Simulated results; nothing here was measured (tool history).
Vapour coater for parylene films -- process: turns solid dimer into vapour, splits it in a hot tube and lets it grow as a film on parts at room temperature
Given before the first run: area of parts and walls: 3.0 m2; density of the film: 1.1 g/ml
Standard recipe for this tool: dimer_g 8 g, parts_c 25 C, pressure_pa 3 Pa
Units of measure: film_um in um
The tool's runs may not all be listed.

{"run": 1, "day": 0.0, "dimer_g": 8, "parts_c": 25, "pressure_pa": 3, "film_um": 1.33}
{"run": 2, "day": 1.325, "dimer_g": 8, "parts_c": 25, "pressure_pa": 9.81, "film_um": 1.13}
{"run": 3, "day": 3.967, "dimer_g": 8, "parts_c": 25, "pressure_pa": 9.81, "film_um": 1.14}
{"run": 4, "day": 6.342, "dimer_g": 8, "parts_c": 25, "pressure_pa": 9.81, "film_um": 1.15}
{"run": 5, "day": 9.292, "dimer_g": 8, "parts_c": 25, "pressure_pa": 9.81, "film_um": 1.1}
{"run": 6, "day": 11.546, "dimer_g": 8, "parts_c": 25, "pressure_pa": 9.81, "film_um": 1.15}
{"run": 7, "day": 13.996, "dimer_g": 8, "parts_c": 21, "pressure_pa": 9.81, "film_um": 1.19}
{"day": 16.038, "done": "trap's valve overhauled"}
{"run": 8, "day": 16.271, "dimer_g": 8, "parts_c": 25, "pressure_pa": 3, "film_um": 1.38}
{"run": 9, "day": 19.362, "dimer_g": 8, "parts_c": 25, "pressure_pa": 3, "film_um": 1.34}
{"run": 10, "day": 21.375, "dimer_g": 8, "parts_c": 25, "pressure_pa": 8.84, "film_um": 1.2}
{"run": 11, "day": 23.5, "dimer_g": 8, "parts_c": 25, "pressure_pa": 3, "film_um": 1.33}
{"run": 12, "day": 25.942, "dimer_g": 8, "parts_c": 25, "pressure_pa": 3, "film_um": 1.34}
{"run": 13, "day": 28.212, "dimer_g": 8, "parts_c": 25, "pressure_pa": 3, "film_um": 1.3}
{"run": 14, "day": 31.033, "dimer_g": 10, "parts_c": 25, "pressure_pa": 3, "film_um": 1.6}
{"run": 15, "day": 32.767, "dimer_g": 10, "parts_c": 25, "pressure_pa": 3, "film_um": 1.58}
{"run": 16, "day": 35.354, "dimer_g": 10, "parts_c": 25, "pressure_pa": 3, "film_um": 1.61}
{"run": 17, "day": 38.079, "dimer_g": 10, "parts_c": 25, "pressure_pa": 3, "film_um": 1.6}
{"day": 39.438, "done": "trap's valve overhauled"}
{"run": 18, "day": 40.283, "dimer_g": 4, "parts_c": 25, "pressure_pa": 3, "film_um": 0.68}
{"run": 19, "day": 41.8, "dimer_g": 4, "parts_c": 25, "pressure_pa": 3, "film_um": 0.63}
{"run": 20, "day": 43.296, "dimer_g": 8, "parts_c": 26, "pressure_pa": 6.07, "film_um": 1.21}
{"run": 21, "day": 44.912, "dimer_g": 7, "parts_c": 26, "pressure_pa": 11.15, "film_um": 0.96}
{"run": 22, "day": 47.021, "dimer_g": 7, "parts_c": 34, "pressure_pa": 11.15, "film_um": 0.82}
{"run": 23, "day": 49.121, "dimer_g": 3, "parts_c": 18, "pressure_pa": 8.05, "film_um": 0.51}
{"run": 24, "day": 51.696, "dimer_g": 4, "parts_c": 26, "pressure_pa": 4.17, "film_um": 0.58}
{"run": 25, "day": 53.758, "dimer_g": 6, "parts_c": 33, "pressure_pa": 6.46, "film_um": 0.73}
{"run": 26, "day": 55.592, "dimer_g": 6, "parts_c": 30, "pressure_pa": 5.55, "film_um": 0.79}
{"run": 27, "day": 58.2, "dimer_g": 8, "parts_c": 26, "pressure_pa": 3.24, "film_um": 1.21}
{"run": 28, "day": 59.621, "dimer_g": 7, "parts_c": 28, "pressure_pa": 10.73, "film_um": 0.82}
{"day": 62.838, "done": "trap's valve overhauled"}
{"run": 29, "day": 62.95, "dimer_g": 7, "parts_c": 28, "pressure_pa": 10.73, "film_um": 0.96}
{"run": 30, "day": 65.488, "dimer_g": 12, "parts_c": 21, "pressure_pa": 2.79, "film_um": 2.22}
{"run": 31, "day": 67.592, "dimer_g": 4, "parts_c": 20, "pressure_pa": 2.23, "film_um": 0.79}
{"run": 32, "day": 70.65, "dimer_g": 5, "parts_c": 18, "pressure_pa": 3, "film_um": 0.94}
{"run": 33, "day": 73.404, "dimer_g": 11, "parts_c": 28, "pressure_pa": 3.65, "film_um": 1.6}
{"run": 34, "day": 74.975, "dimer_g": 11, "parts_c": 28, "pressure_pa": 3.65, "film_um": 1.59}

Below, some changes in film_um between adjacent runs. For each, the amount present without the hidden state too (settings, incoming material, random variation) and the amount remaining for the hidden state with gauge scatter not shared by both compared results:
Hidden conditions of the tool in this case: vapour lost through the trap's worn valve, %; true temperature of the parts over the reading, C; drift of the gauge itself on film_um, %.
Run 7 -> 8: parts_c 21 -> 25, pressure_pa 9.81 -> 3, trap's valve overhauled. film_um +0.19 um: hidden state +0.11, all else +0.08.
Run 17 -> 18: dimer_g 10 -> 4, trap's valve overhauled. film_um -0.92 um: hidden state +0.16, all else -1.08.
Run 28 -> 29: trap's valve overhauled. film_um +0.14 um: hidden state +0.08, all else +0.06.
Run 29 -> 30: dimer_g 7 -> 12, parts_c 28 -> 21, pressure_pa 10.73 -> 2.79. film_um +1.26 um: hidden state -0.06, all else +1.32.
Run 30 -> 31: dimer_g 12 -> 4, parts_c 21 -> 20, pressure_pa 2.79 -> 2.23. film_um -1.43 um: hidden state +0.05, all else -1.48.
